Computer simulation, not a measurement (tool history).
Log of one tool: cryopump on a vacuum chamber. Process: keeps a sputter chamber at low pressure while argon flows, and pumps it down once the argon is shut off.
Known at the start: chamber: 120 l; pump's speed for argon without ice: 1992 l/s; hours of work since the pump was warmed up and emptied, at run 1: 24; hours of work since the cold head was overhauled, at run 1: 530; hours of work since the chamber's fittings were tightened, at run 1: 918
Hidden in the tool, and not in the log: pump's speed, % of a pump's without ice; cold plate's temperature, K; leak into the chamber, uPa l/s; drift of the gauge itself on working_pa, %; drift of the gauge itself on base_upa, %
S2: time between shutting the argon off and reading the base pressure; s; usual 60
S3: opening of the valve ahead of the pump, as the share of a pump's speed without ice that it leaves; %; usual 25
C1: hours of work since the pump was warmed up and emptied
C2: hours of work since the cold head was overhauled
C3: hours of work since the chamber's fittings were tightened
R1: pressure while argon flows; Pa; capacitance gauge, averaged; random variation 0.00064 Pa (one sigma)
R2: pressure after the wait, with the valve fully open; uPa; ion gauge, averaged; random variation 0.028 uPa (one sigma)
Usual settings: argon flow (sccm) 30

run 1 hour=0.0 | argon_flow_(sccm)=30 S2=60 S3=25 | C1=24 C2=530 C3=918 | R1=0.1017 R2=1.84
run 2 hour=12.5 | argon_flow_(sccm)=30 S2=60 S3=30 | C1=34 C2=541 C3=929 | R1=0.0857 R2=1.78
run 3 hour=27.1 | argon_flow_(sccm)=30 S2=37 S3=25 | C1=46 C2=553 C3=941 | R1=0.1021 R2=2.57
run 4 hour=41.0 | argon_flow_(sccm)=30 S2=60 S3=25 | C1=58 C2=565 C3=953 | R1=0.1014 R2=1.84
run 5 hour=54.8 | argon_flow_(sccm)=30 S2=60 S3=23 | C1=70 C2=576 C3=964 | R1=0.1124 R2=1.84
run 6 hour=62.4 | argon_flow_(sccm)=30 S2=60 S3=23 | C1=76 C2=583 C3=971 | R1=0.1120 R2=1.85
run 7 hour=70.6 | argon_flow_(sccm)=30 S2=60 S3=23 | C1=83 C2=590 C3=977 | R1=0.1123 R2=1.90
run 8 hour=77.4 | argon_flow_(sccm)=30 S2=60 S3=23 | C1=89 C2=595 C3=983 | R1=0.1113 R2=1.85
run 9 hour=89.5 | argon_flow_(sccm)=30 S2=60 S3=23 | C1=99 C2=606 C3=993 | R1=0.1129 R2=1.87
run 10 hour=98.0 | argon_flow_(sccm)=30 S2=60 S3=23 | C1=106 C2=613 C3=1001 | R1=0.1113 R2=1.88
run 11 hour=108.9 | argon_flow_(sccm)=30 S2=60 S3=23 | C1=115 C2=622 C3=1010 | R1=0.1133 R2=1.94
run 12 hour=117.8 | argon_flow_(sccm)=30 S2=60 S3=23 | C1=123 C2=629 C3=1017 | R1=0.1126 R2=1.96
run 13 hour=130.1 | argon_flow_(sccm)=31 S2=60 S3=23 | C1=133 C2=640 C3=1028 | R1=0.1161 R2=1.97
run 14 hour=137.3 | argon_flow_(sccm)=30 S2=60 S3=16 | C1=139 C2=646 C3=1034 | R1=0.1611 R2=1.88
run 15 hour=151.9 | argon_flow_(sccm)=30 S2=60 S3=16 | C1=151 C2=658 C3=1046 | R1=0.1614 R2=1.92
run 16 hour=164.9 | argon_flow_(sccm)=30 S2=60 S3=25 | C1=162 C2=669 C3=1057 | R1=0.1064 R2=1.90
run 17 hour=171.9 | argon_flow_(sccm)=30 S2=60 S3=25 | C1=168 C2=675 C3=1063 | R1=0.1038 R2=2.02
run 18 hour=187.1 | argon_flow_(sccm)=12 S2=60 S3=25 | C1=181 C2=688 C3=1076 | R1=0.0415 R2=1.97
run 19 hour=202.6 | argon_flow_(sccm)=18 S2=227 S3=44 | C1=194 C2=701 C3=1089 | R1=0.0369 R2=1.11
run 20 hour=210.6 | argon_flow_(sccm)=46 S2=209 S3=16 | C1=201 C2=708 C3=1095 | R1=0.2500 R2=1.12
run 21 hour=227.5 | argon_flow_(sccm)=46 S2=209 S3=16 | C1=215 C2=722 C3=1110 | R1=0.2480 R2=1.14
run 22 hour=239.0 | argon_flow_(sccm)=32 S2=64 S3=58 | C1=225 C2=732 C3=1119 | R1=0.0507 R2=1.93
run 23 hour=254.8 | argon_flow_(sccm)=32 S2=64 S3=58 | C1=238 C2=745 C3=1133 | R1=0.0500 R2=1.93
run 24 hour=271.0 | argon_flow_(sccm)=55 S2=61 S3=19 | C1=252 C2=758 C3=1146 | R1=0.2521 R2=2.04
run 25 hour=279.2 | argon_flow_(sccm)=13 S2=29 S3=36 | C1=259 C2=765 C3=1153 | R1=0.0323 R2=3.24
run 26 hour=290.9 | argon_flow_(sccm)=22 S2=29 S3=59 | C1=269 C2=775 C3=1163 | R1=0.0346 R2=3.23
run 27 hour=306.9 | argon_flow_(sccm)=43 S2=60 S3=23 | C1=282 C2=789 C3=1176 | R1=0.1649 R2=2.07
run 28 hour=314.2 | argon_flow_(sccm)=43 S2=22 S3=44 | C1=288 C2=795 C3=1183 | R1=0.0890 R2=4.16
run 29 hour=326.8 | argon_flow_(sccm)=43 S2=22 S3=44 | C1=299 C2=805 C3=1193 | R1=0.0904 R2=4.07
run 30 hour=343.6 | argon_flow_(sccm)=31 S2=22 S3=23 | C1=313 C2=820 C3=1207 | R1=0.1183 R2=4.16
run 31 hour=358.0 | argon_flow_(sccm)=24 S2=60 S3=25 | C1=325 C2=832 C3=1219 | R1=0.0847 R2=2.09
run 32 hour=374.6 | argon_flow_(sccm)=24 S2=47 S3=33 | C1=339 C2=846 C3=1233 | R1=0.0661 R2=2.47
run 33 hour=387.9 | argon_flow_(sccm)=24 S2=47 S3=33 | C1=350 C2=857 C3=1245 | R1=0.0656 R2=2.50

Forecast each of these 5 alternatives for the next run:
run A hour=398.4 | argon_flow_(sccm)=13 S2=47 S3=48 | C1=359 C2=866 C3=1254 | R1=? R2=?
run B hour=398.4 | argon_flow_(sccm)=41 S2=41 S3=52 | C1=359 C2=866 C3=1254 | R1=? R2=?
run C hour=398.4 | argon_flow_(sccm)=12 S2=126 S3=20 | C1=359 C2=866 C3=1254 | R1=? R2=?
run D hour=398.4 | argon_flow_(sccm)=25 S2=33 S3=31 | C1=359 C2=866 C3=1254 | R1=? R2=?
run E hour=398.4 | argon_flow_(sccm)=15 S2=23 S3=20 | C1=359 C2=866 C3=1254 | R1=? R2=?

run=A R1=0.0257 R2=2.46
run=B R1=0.0753 R2=2.76
run=C R1=0.0523 R2=1.49
run=D R1=0.0735 R2=3.09
run=E R1=0.0669 R2=4.08
Without the tool's hidden state the same runs would have given:
run=A R1=0.0233 R2=1.64
run=B R1=0.0675 R2=1.91
run=C R1=0.0500 R2=0.67
run=D R1=0.0687 R2=2.28
run=E R1=0.0641 R2=3.25

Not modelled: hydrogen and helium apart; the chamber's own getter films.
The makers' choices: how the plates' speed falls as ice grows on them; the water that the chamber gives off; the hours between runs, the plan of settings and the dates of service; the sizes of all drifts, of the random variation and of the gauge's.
